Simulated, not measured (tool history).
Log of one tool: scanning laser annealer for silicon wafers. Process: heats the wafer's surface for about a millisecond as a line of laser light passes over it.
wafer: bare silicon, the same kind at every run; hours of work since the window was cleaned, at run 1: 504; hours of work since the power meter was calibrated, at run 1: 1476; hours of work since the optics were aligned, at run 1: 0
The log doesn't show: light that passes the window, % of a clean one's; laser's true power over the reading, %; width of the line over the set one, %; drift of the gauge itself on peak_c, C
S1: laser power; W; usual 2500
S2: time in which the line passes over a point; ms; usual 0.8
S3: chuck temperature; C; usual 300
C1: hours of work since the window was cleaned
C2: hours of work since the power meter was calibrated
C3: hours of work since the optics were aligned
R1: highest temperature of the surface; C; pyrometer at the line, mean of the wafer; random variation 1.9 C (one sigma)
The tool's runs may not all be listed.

| run | hour | S1 | S2 | S3 | C1 | C2 | C3 | R1 |
|---|---|---|---|---|---|---|---|---|
| 1 | 0 | 2500 | 0.8 | 300 | 504 | 1476 | 0 | 1056 |
| 2 | 38 | 2500 | 0.8 | 300 | 532 | 1504 | 28 | 1054 |
| 3 | 70.3 | 2500 | 0.8 | 300 | 556 | 1528 | 52 | 1048 |
| 4 | 109.3 | 2500 | 0.8 | 300 | 585 | 1557 | 81 | 1047 |
| 5 | 150.5 | 2500 | 0.8 | 300 | 616 | 1587 | 112 | 1043 |
| 6 | 186.1 | 2500 | 0.8 | 328 | 642 | 1614 | 138 | 1067 |
|  | 220.1 | window over the wafer cleaned |
| 7 | 231.2 | 2500 | 0.8 | 294 | 8 | 1646 | 170 | 1085 |
| 8 | 256.6 | 2500 | 0.8 | 300 | 27 | 1664 | 189 | 1084 |
| 9 | 291.5 | 2500 | 0.8 | 300 | 53 | 1690 | 215 | 1090 |
| 10 | 336.9 | 2500 | 0.8 | 300 | 87 | 1724 | 248 | 1082 |
| 11 | 364.3 | 2500 | 0.8 | 300 | 107 | 1744 | 269 | 1080 |
| 12 | 395.5 | 2190 | 0.8 | 300 | 130 | 1767 | 292 | 969 |
| 13 | 418.1 | 2500 | 0.8 | 300 | 147 | 1784 | 308 | 1075 |
| 14 | 466.7 | 2500 | 0.8 | 300 | 183 | 1820 | 345 | 1074 |
| 15 | 498.8 | 2500 | 0.8 | 300 | 207 | 1844 | 368 | 1071 |
| 16 | 547.1 | 2500 | 0.624 | 300 | 242 | 1880 | 404 | 992 |
| 17 | 591.3 | 2500 | 0.931 | 300 | 275 | 1913 | 437 | 1118 |
| 18 | 637.9 | 2500 | 0.8 | 327 | 310 | 1947 | 471 | 1087 |
| 19 | 674.3 | 2500 | 0.936 | 300 | 337 | 1974 | 498 | 1113 |
| 20 | 697.1 | 2500 | 0.936 | 300 | 354 | 1991 | 515 | 1108 |
| 21 | 744.1 | 2500 | 0.936 | 300 | 389 | 2026 | 550 | 1107 |
| 22 | 767.6 | 2500 | 0.62 | 300 | 406 | 2043 | 568 | 971 |
| 23 | 797.6 | 2500 | 0.62 | 300 | 428 | 2066 | 590 | 971 |
| 24 | 821.6 | 2500 | 0.892 | 298 | 446 | 2083 | 608 | 1081 |
| 25 | 869.2 | 2500 | 0.892 | 298 | 481 | 2119 | 643 | 1076 |
| 26 | 909.6 | 2500 | 0.892 | 298 | 511 | 2149 | 673 | 1074 |
| 27 | 941 | 2500 | 0.583 | 292 | 535 | 2172 | 696 | 935 |
| 28 | 967.2 | 2500 | 0.583 | 292 | 554 | 2191 | 716 | 935 |
| 29 | 1009.5 | 2321 | 0.982 | 303 | 585 | 2223 | 747 | 1036 |
|  | 1041.2 | optics aligned, line set to its width |
| 30 | 1052.4 | 2500 | 0.8 | 263 | 613 | 2251 | 8 | 1007 |
| 31 | 1091.4 | 2500 | 0.8 | 263 | 642 | 2280 | 37 | 1003 |
|  | 1123.7 | window over the wafer cleaned |
| 32 | 1128.2 | 2594 | 0.893 | 325 | 3 | 2305 | 63 | 1187 |
| 33 | 1175.1 | 2594 | 0.893 | 325 | 38 | 2340 | 98 | 1188 |
| 34 | 1203.5 | 2594 | 0.893 | 325 | 59 | 2361 | 119 | 1184 |
| 35 | 1236.1 | 2594 | 0.961 | 289 | 83 | 2385 | 143 | 1173 |
| 36 | 1275.2 | 2594 | 0.961 | 289 | 112 | 2414 | 172 | 1170 |
| 37 | 1305.8 | 2349 | 0.941 | 309 | 135 | 2437 | 195 | 1084 |
| 38 | 1336.8 | 2208 | 0.941 | 312 | 158 | 2460 | 218 | 1029 |
| 39 | 1368.4 | 2323 | 0.878 | 299 | 181 | 2483 | 241 | 1037 |
| 40 | 1417.4 | 2730 | 0.867 | 300 | 218 | 2520 | 277 | 1183 |
| 41 | 1447.5 | 2730 | 0.867 | 300 | 240 | 2542 | 300 | 1178 |
| 42 | 1482.6 | 2438 | 0.8 | 312 | 266 | 2568 | 326 | 1051 |

The same runs without the tool's hidden state, with the same run-to-run variation:
| run | R1 |
|---|---|
| 1 | 1102 |
| 2 | 1104 |
| 3 | 1100 |
| 4 | 1102 |
| 5 | 1101 |
| 6 | 1128 |
| 7 | 1095 |
| 8 | 1096 |
| 9 | 1105 |
| 10 | 1100 |
| 11 | 1100 |
| 12 | 988 |
| 13 | 1099 |
| 14 | 1101 |
| 15 | 1100 |
| 16 | 1022 |
| 17 | 1157 |
| 18 | 1127 |
| 19 | 1158 |
| 20 | 1155 |
| 21 | 1158 |
| 22 | 1016 |
| 23 | 1017 |
| 24 | 1137 |
| 25 | 1135 |
| 26 | 1137 |
| 27 | 989 |
| 28 | 990 |
| 29 | 1103 |
| 30 | 1064 |
| 31 | 1063 |
| 32 | 1199 |
| 33 | 1204 |
| 34 | 1202 |
| 35 | 1195 |
| 36 | 1195 |
| 37 | 1108 |
| 38 | 1054 |
| 39 | 1065 |
| 40 | 1220 |
| 41 | 1218 |
| 42 | 1088 |

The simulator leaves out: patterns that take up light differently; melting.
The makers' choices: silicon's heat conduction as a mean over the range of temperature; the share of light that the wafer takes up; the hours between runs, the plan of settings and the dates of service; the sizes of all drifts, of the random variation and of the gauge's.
